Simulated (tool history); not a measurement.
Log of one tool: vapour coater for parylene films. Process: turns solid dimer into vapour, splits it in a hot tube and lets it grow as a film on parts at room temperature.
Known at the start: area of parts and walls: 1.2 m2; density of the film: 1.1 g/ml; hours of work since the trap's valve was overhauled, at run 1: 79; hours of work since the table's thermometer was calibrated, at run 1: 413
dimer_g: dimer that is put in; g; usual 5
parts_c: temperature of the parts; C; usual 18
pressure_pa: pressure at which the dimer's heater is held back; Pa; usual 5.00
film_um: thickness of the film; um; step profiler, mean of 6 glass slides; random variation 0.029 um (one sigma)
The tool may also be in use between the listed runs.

run   hour  dimer_g  parts_c  pressure_pa  hours of work since the trap's valve was overhauled  hours of work since the table's thermometer was calibrated  film_um
  1    0.0        5       18         5.00                                                   79                                                         413     2.52
  2   51.9        5       18         5.00                                                  111                                                         446     2.51
  3   75.2        5       18         5.00                                                  126                                                         460     2.51
  4   99.6        5       18         5.00                                                  141                                                         475     2.50
  5  127.8        5       18         5.00                                                  159                                                         493     2.51
  6  153.8        5       24         5.00                                                  175                                                         509     1.98
  7  186.4        5       10         5.00                                                  195                                                         529     3.28
  8  208.8        3       14         5.00                                                  209                                                         543     1.71
     215.7  -- trap's valve overhauled
  9  256.9        3       15         3.93                                                   26                                                         570     1.66
 10  280.3        9       15         4.40                                                   40                                                         585     4.85
 11  305.4        8       22         4.10                                                   56                                                         601     3.43

4 ways to go on from here, each from the tool as it stands after run 11. What would each give?
  A  335.9        3       18         5.00                                                   75                                                         620        ?
  B  335.9        5       19         8.34                                                   75                                                         620        ?
  C  335.9        4       14         5.00                                                   75                                                         620        ?
  D  335.9        5       18         4.77                                                   75                                                         620        ?

run  film_um
  A     1.43
  B     2.03
  C     2.13
  D     2.34
Without the tool's hidden state the same runs would have given:
run  film_um
  A     1.56
  B     2.22
  C     2.32
  D     2.56

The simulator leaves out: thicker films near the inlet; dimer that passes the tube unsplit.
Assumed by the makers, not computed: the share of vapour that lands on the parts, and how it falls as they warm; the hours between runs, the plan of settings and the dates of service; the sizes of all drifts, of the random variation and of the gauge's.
